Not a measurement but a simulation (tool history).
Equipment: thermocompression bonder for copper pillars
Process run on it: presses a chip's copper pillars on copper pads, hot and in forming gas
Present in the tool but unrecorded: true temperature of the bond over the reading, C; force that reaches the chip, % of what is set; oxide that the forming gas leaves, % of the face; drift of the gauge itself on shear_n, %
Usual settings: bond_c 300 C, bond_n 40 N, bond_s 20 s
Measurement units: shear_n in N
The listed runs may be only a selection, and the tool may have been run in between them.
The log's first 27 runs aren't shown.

run,hour,bond_c,bond_n,bond_s,hours of work since the heater was calibrated,hours of work since the force cell was calibrated,hours of work since the gas filter was changed,shear_n
28,425.3,300,39,26,70,855,225,40.6
# hour 438.1: forming gas filter changed
29,438.2,300,39,26,76,860,0,47.1
30,453.5,325,52,16,83,868,7,60.2
31,471.6,325,52,16,92,876,15,60.4
32,487.6,325,52,16,99,883,23,59.9
33,508.1,286,31,12,108,893,32,23.2
34,527.3,283,40,20,117,902,41,34
35,542.4,307,40,18,124,908,48,44.6
36,552.8,307,40,18,129,913,53,44
37,561.9,292,40,59,133,917,57,54.3
38,581.1,305,40,59,142,926,66,60.6
39,591,300,56,20,147,931,70,51.8

What if the next run were any one of these 3? Each begins from the tool's condition after run 39:
A,602.8,300,56,27,152,936,76,?
B,602.8,300,54,16,152,936,76,?
C,602.8,300,26,11,152,936,76,?

run,shear_n
A,56.3
B,47.2
C,23.3
With no hidden state in the tool, these same runs would have given:
run,shear_n
A,55.4
B,46
C,22.2

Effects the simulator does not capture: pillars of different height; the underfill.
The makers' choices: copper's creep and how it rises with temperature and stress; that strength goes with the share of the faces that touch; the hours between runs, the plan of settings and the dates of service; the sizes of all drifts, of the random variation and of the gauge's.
